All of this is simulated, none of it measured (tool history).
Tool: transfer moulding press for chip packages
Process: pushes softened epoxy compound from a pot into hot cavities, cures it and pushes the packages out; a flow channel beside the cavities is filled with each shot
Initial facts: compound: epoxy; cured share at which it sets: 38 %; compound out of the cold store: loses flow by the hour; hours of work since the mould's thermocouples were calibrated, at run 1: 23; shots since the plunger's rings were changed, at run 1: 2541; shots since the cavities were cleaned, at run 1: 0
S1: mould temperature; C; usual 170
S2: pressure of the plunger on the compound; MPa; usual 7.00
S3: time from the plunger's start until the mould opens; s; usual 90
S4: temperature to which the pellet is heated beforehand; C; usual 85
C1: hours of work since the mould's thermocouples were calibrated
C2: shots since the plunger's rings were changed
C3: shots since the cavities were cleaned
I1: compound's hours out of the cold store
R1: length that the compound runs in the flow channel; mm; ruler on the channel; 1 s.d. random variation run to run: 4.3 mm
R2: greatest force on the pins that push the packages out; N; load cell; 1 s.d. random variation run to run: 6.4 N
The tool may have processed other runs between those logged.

run   hour   S1    S2   S3  S4  C1    C2   C3    I1   R1   R2
  1    0.0  170  7.00   90  85  23  2541    0  14.7  718  265
  2    6.6  170  7.00   90  85  25  2594   53  12.3  727  306
  3   15.3  170  7.00   90  85  29  2662  121  23.8  689  317
  4   21.1  170  7.00   90  85  31  2707  166  10.0  728  370
  5   27.5  170  7.00   90  85  34  2759  218  40.7  658  372
  6   32.2  170  7.00   90  85  36  2795  254  15.5  719  388
  7   37.7  170  7.00   90  85  38  2839  298  20.4  696  404
  8   43.5  170  7.00   90  85  40  2885  344  45.2  634  392
  9   50.2  170  7.00   90  85  43  2938  397   9.4  733  448
 10   58.7  170  7.00   90  79  47  3005  464  27.1  686  469
 11   63.9  170  7.00   90  79  49  3046  505  15.2  721  471
 12   69.7  170  6.03   90  85  51  3092  551  22.8  639  461
 13   73.8  170  6.03   90  85  53  3124  583  17.0  653  496
      78.8  -- cavities cleaned with cleaning compound and waxed
 14   82.1  170  7.00   90  82  55  3178   26  43.5  640  268
 15   85.8  172  6.58   88  81  57  3208   56  40.9  626  278
 16   92.6  170  5.64   92  90  60  3261  109  19.5  627  320
 17   99.4  169  6.68   90  80  63  3315  163  18.2  690  385
 18  108.0  169  6.68   90  80  66  3383  231  12.9  705  426
 19  114.0  173  6.49   72  94  69  3430  278  23.6  650  517
 20  120.3  166  6.13   90  85  71  3480  328  16.2  668  550
 21  129.1  166  6.13   90  85  75  3549  397  39.9  614  567
 22  133.9  170  6.44   90  85  77  3587  435  39.2  619  425
 23  140.7  170  6.44   90  85  79  3641  489  43.9  616  423
 24  148.0  170  6.44   90  85  82  3699  547   9.8  699  488
 25  155.1  170  7.13   90  76  85  3755  603  19.4  704  507
     157.3  -- cavities cleaned with cleaning compound and waxed
 26  161.2  170  5.41  108  76  87  3791   31  18.4  612  213
 27  168.0  170  5.41  108  76  90  3845   85  21.2  608  237
 28  174.7  170  5.41  108  76  93  3898  138  10.8  636  271

Predict each of these 5 candidate next runs independently; none follows another, all start after run 28:
  A  183.6  164  5.41  124  82  96  3968  208  28.6   ?   ?
  B  183.6  170  7.00  119  76  96  3968  208  35.5   ?   ?
  C  183.6  170  8.48  108  91  96  3968  208  10.1   ?   ?
  D  183.6  170  7.76  103  85  96  3968  208  10.7   ?   ?
  E  183.6  170  7.00   90  85  96  3968  208  47.9   ?   ?

run   R1   R2
  A  604  299
  B  662  254
  C  782  291
  D  753  300
  E  628  351
Stripped of hidden state, with their random variation kept, the same runs would have yielded:
run   R1   R2
  A  637  210
  B  698  181
  C  825  207
  D  794  212
  E  662  246

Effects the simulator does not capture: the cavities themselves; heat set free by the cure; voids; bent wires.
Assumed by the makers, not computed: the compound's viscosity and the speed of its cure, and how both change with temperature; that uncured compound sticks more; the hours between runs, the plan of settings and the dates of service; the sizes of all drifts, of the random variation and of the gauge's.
